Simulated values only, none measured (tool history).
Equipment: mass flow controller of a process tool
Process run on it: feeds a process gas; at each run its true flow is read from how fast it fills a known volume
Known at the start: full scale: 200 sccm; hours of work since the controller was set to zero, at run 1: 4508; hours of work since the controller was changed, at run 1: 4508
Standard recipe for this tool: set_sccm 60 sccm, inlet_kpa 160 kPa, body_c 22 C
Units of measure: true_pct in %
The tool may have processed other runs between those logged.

run,hour,set_sccm,inlet_kpa,body_c,hours of work since the controller was set to zero,hours of work since the controller was changed,true_pct
1,0,60,160,22,4508,4508,97.61
2,154.4,60,191,22,4594,4594,97.26
3,361.5,60,191,22,4709,4709,97.43
4,471.7,60,191,25,4770,4770,97.09
5,670.1,60,191,25,4880,4880,97.04
6,819.5,60,160,25,4963,4963,97.32
7,926.9,60,160,25,5023,5023,97.16
8,1078.9,60,160,22,5107,5107,97.45
# hour 1094.9: controller's zero set anew
9,1308.8,60,160,22,119,5234,96.68
10,1564.3,60,160,22,261,5376,96.52
11,1746.5,60,160,22,362,5477,96.45
12,1898.8,60,160,22,446,5562,96.41
13,2108.1,60,151,22,562,5678,96.53
# hour 2147.5: controller's zero set anew, once more
14,2298.5,60,160,22,84,5784,99.06
15,2403.1,60,251,32,142,5842,97.47
16,2636.5,39,144,23,271,5971,98.48
17,2863.9,60,236,22,398,6097,98.57
18,3098.2,22,245,22,528,6227,97.33
19,3281.9,22,182,39,630,6329,96.06
20,3535.6,22,182,39,771,6470,95.95
21,3711.1,25,169,22,868,6568,97.64
22,3824.4,22,143,26,931,6631,97.21
23,3980.6,92,205,20,1018,6717,99.34
24,4159.9,37,221,22,1117,6817,97.73
25,4305.3,60,160,32,1198,6897,97.74
26,4532.8,60,163,27,1324,7024,98.2
27,4726.1,60,163,27,1431,7131,98.21

Each run again, without the hidden state but with its own random variation kept:
Hidden conditions of the tool in this case: flow at rest that the sensor doesn't see, % of full scale; true flow over the shown one, %; drift of the gauge itself on true_pct, %.
run,true_pct
1,98.64
2,98.31
3,98.51
4,98.19
5,98.16
6,98.47
7,98.32
8,98.64
9,98.72
10,98.61
11,98.55
12,98.54
13,98.7
14,98.65
15,97.07
16,98.25
17,98.24
18,97.61
19,96.43
20,96.44
21,98.07
22,97.84
23,99
24,97.92
25,97.62
26,98.1
27,98.14
